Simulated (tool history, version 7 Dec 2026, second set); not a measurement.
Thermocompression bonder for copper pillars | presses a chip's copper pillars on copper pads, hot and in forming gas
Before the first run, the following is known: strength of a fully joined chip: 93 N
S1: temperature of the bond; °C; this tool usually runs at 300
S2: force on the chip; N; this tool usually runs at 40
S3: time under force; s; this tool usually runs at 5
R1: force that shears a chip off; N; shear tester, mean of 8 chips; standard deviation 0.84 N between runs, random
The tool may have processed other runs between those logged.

run,hour,S1,S2,S3,R1
1,0,300,40,5,64.7
2,14.5,300,40,5,62.8
3,25.4,300,40,5,63.4
4,38.4,320,40,5,75.3
5,49.8,320,40,5,74.5
6,68.3,320,40,5,70.6
7,80.5,300,40,9,69.2
8,92.9,300,40,9,69
9,105.9,300,40,9,68.3
10,118.4,300,40,9,69.1
11,138.4,300,40,9,68.8
12,153.6,300,40,9,68.4
13,167.9,300,25,5,48.5
14,181.9,300,25,5,48.3
# hour 185.5: forming gas filter changed
15,196.2,300,25,5,51.4
16,213,300,40,5,63.6
17,227.8,300,40,5,62.9
18,237,300,25,5,51.5
19,255.8,300,25,5,50.6
20,264.2,300,46,5,65.3
21,278.5,284,38,5,49.6
# hour 284.2: force cell calibrated
22,297.2,324,57,3,73.2
23,314.1,279,25,3,31.9
24,328.1,300,45,3,55.6
25,338.9,300,25,7,56.2
26,351,300,25,7,55.7
27,369.4,280,50,5,51.5
28,383,300,40,4,56
29,392.5,315,40,9,75.3
30,405.7,315,40,9,73.6
# hour 407.2: forming gas filter changed
31,417.2,315,40,9,80.2
32,430,270,37,5,42.7
33,449.2,270,37,5,42
34,460.9,270,37,5,40.8
35,474.7,274,40,13,61.9
36,484.9,274,40,13,60
37,494.5,309,60,6,76.7
38,506.6,309,60,6,75.4
39,515.9,304,39,6,66.8
40,535.5,300,35,5,58.3

Forecast each of these 3 alternatives for the next run:
A,555.4,330,48,6,?
B,555.4,300,31,5,?
C,555.4,300,52,12,?

run,R1
A,78.2
B,54.8
C,76.3
Without the tool's unlogged condition, the same runs would have read:
run,R1
A,85
B,61.8
C,83.6

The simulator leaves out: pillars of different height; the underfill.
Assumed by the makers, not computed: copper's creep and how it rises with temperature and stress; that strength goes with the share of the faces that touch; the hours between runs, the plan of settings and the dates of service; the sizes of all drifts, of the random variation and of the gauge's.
